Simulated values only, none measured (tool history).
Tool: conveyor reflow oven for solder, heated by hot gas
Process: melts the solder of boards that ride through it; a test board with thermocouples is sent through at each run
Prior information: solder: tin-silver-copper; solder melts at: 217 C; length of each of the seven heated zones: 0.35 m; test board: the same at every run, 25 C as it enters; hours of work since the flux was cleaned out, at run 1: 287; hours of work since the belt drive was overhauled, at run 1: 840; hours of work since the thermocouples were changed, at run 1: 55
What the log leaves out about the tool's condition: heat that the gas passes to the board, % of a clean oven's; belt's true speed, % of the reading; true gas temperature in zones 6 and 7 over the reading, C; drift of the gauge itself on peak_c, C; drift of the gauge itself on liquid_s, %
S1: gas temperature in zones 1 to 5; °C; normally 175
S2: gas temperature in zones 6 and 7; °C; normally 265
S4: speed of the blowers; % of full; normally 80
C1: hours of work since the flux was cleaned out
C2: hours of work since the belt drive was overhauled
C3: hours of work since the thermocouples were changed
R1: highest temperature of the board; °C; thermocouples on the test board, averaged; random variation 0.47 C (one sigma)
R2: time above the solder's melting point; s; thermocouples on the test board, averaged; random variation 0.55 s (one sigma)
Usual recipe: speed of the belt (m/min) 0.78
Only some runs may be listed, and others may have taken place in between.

{"run": 1, "hour": 0.0, "S1": 175, "S2": 265, "speed of the belt (m/min)": 0.78, "S4": 80, "C1": 287, "C2": 840, "C3": 55, "R1": 248.4, "R2": 38.3}
{"run": 2, "hour": 31.1, "S1": 190, "S2": 265, "speed of the belt (m/min)": 0.78, "S4": 80, "C1": 304, "C2": 857, "C3": 72, "R1": 251, "R2": 43.7}
{"run": 3, "hour": 75.8, "S1": 190, "S2": 265, "speed of the belt (m/min)": 0.78, "S4": 80, "C1": 329, "C2": 881, "C3": 96, "R1": 250.1, "R2": 44.5}
{"run": 4, "hour": 129.2, "S1": 190, "S2": 265, "speed of the belt (m/min)": 0.78, "S4": 80, "C1": 358, "C2": 911, "C3": 126, "R1": 249.6, "R2": 43.5}
{"run": 5, "hour": 186.4, "S1": 190, "S2": 265, "speed of the belt (m/min)": 0.78, "S4": 80, "C1": 389, "C2": 942, "C3": 157, "R1": 249.3, "R2": 43.1}
{"run": 6, "hour": 239.8, "S1": 175, "S2": 265, "speed of the belt (m/min)": 0.78, "S4": 80, "C1": 419, "C2": 971, "C3": 187, "R1": 246.9, "R2": 37.3}
{"hour": 247.9, "done": "belt drive overhauled, speed set with a stopwatch"}
{"run": 7, "hour": 300.7, "S1": 173, "S2": 265, "speed of the belt (m/min)": 0.78, "S4": 80, "C1": 450, "C2": 29, "C3": 218, "R1": 245.9, "R2": 36.2}
{"hour": 314.8, "done": "flux residue cleaned out of gas plates and filters"}
{"run": 8, "hour": 362.5, "S1": 180, "S2": 265, "speed of the belt (m/min)": 0.78, "S4": 80, "C1": 26, "C2": 60, "C3": 249, "R1": 251.4, "R2": 41.7}
{"run": 9, "hour": 400.3, "S1": 180, "S2": 265, "speed of the belt (m/min)": 0.78, "S4": 80, "C1": 47, "C2": 81, "C3": 270, "R1": 251.8, "R2": 41.9}
{"run": 10, "hour": 446.1, "S1": 166, "S2": 265, "speed of the belt (m/min)": 0.78, "S4": 80, "C1": 72, "C2": 106, "C3": 295, "R1": 248.6, "R2": 37}
{"run": 11, "hour": 472.9, "S1": 179, "S2": 256, "speed of the belt (m/min)": 0.723, "S4": 66, "C1": 87, "C2": 121, "C3": 310, "R1": 242.5, "R2": 39.1}
{"hour": 501.6, "done": "belt drive overhauled, speed set with a stopwatch, once more"}
{"run": 12, "hour": 525.6, "S1": 175, "S2": 277, "speed of the belt (m/min)": 0.665, "S4": 61, "C1": 114, "C2": 13, "C3": 337, "R1": 259.2, "R2": 50.5}
{"run": 13, "hour": 560.2, "S1": 175, "S2": 277, "speed of the belt (m/min)": 0.665, "S4": 61, "C1": 133, "C2": 32, "C3": 356, "R1": 258.8, "R2": 50}
{"run": 14, "hour": 610.5, "S1": 185, "S2": 279, "speed of the belt (m/min)": 0.865, "S4": 64, "C1": 161, "C2": 60, "C3": 383, "R1": 252.8, "R2": 38.1}
{"run": 15, "hour": 664.2, "S1": 185, "S2": 255, "speed of the belt (m/min)": 0.865, "S4": 60, "C1": 190, "C2": 89, "C3": 413, "R1": 234.4, "R2": 24.4}
{"run": 16, "hour": 707.1, "S1": 175, "S2": 279, "speed of the belt (m/min)": 0.909, "S4": 57, "C1": 214, "C2": 113, "C3": 437, "R1": 245.5, "R2": 28.6}
{"run": 17, "hour": 735.7, "S1": 175, "S2": 279, "speed of the belt (m/min)": 0.909, "S4": 57, "C1": 229, "C2": 129, "C3": 452, "R1": 243.7, "R2": 26.9}
{"run": 18, "hour": 800.4, "S1": 175, "S2": 276, "speed of the belt (m/min)": 0.746, "S4": 57, "C1": 265, "C2": 164, "C3": 488, "R1": 251, "R2": 39.6}
{"run": 19, "hour": 854.5, "S1": 174, "S2": 263, "speed of the belt (m/min)": 0.739, "S4": 52, "C1": 295, "C2": 194, "C3": 518, "R1": 238.1, "R2": 30.8}

Forecast each of these 5 alternatives for the next run:
{"hour": 873.7, "done": "thermocouples of zones 6 and 7 changed"}
{"run": "A", "hour": 904.4, "S1": 174, "S2": 260, "speed of the belt (m/min)": 0.937, "S4": 61, "C1": 321, "C2": 221, "C3": 17, "R1": "?", "R2": "?"}
{"hour": 873.7, "done": "thermocouples of zones 6 and 7 changed"}
{"run": "B", "hour": 904.4, "S1": 168, "S2": 265, "speed of the belt (m/min)": 0.729, "S4": 76, "C1": 321, "C2": 221, "C3": 17, "R1": "?", "R2": "?"}
{"hour": 873.7, "done": "thermocouples of zones 6 and 7 changed"}
{"run": "C", "hour": 904.4, "S1": 189, "S2": 265, "speed of the belt (m/min)": 0.86, "S4": 81, "C1": 321, "C2": 221, "C3": 17, "R1": "?", "R2": "?"}
{"hour": 873.7, "done": "thermocouples of zones 6 and 7 changed"}
{"run": "D", "hour": 904.4, "S1": 163, "S2": 267, "speed of the belt (m/min)": 0.639, "S4": 80, "C1": 321, "C2": 221, "C3": 17, "R1": "?", "R2": "?"}
{"hour": 873.7, "done": "thermocouples of zones 6 and 7 changed"}
{"run": "E", "hour": 904.4, "S1": 175, "S2": 265, "speed of the belt (m/min)": 0.763, "S4": 80, "C1": 321, "C2": 221, "C3": 17, "R1": "?", "R2": "?"}

run=A R1=230 R2=17.8
run=B R1=248.1 R2=39.2
run=C R1=247.6 R2=37.9
run=D R1=253.8 R2=49
run=E R1=248.3 R2=38.1
Without the tool's hidden state the same runs would have given:
run=A R1=233.4 R2=21.5
run=B R1=251.1 R2=41.7
run=C R1=250.5 R2=39.9
run=D R1=256.5 R2=51.2
run=E R1=251.2 R2=40.3
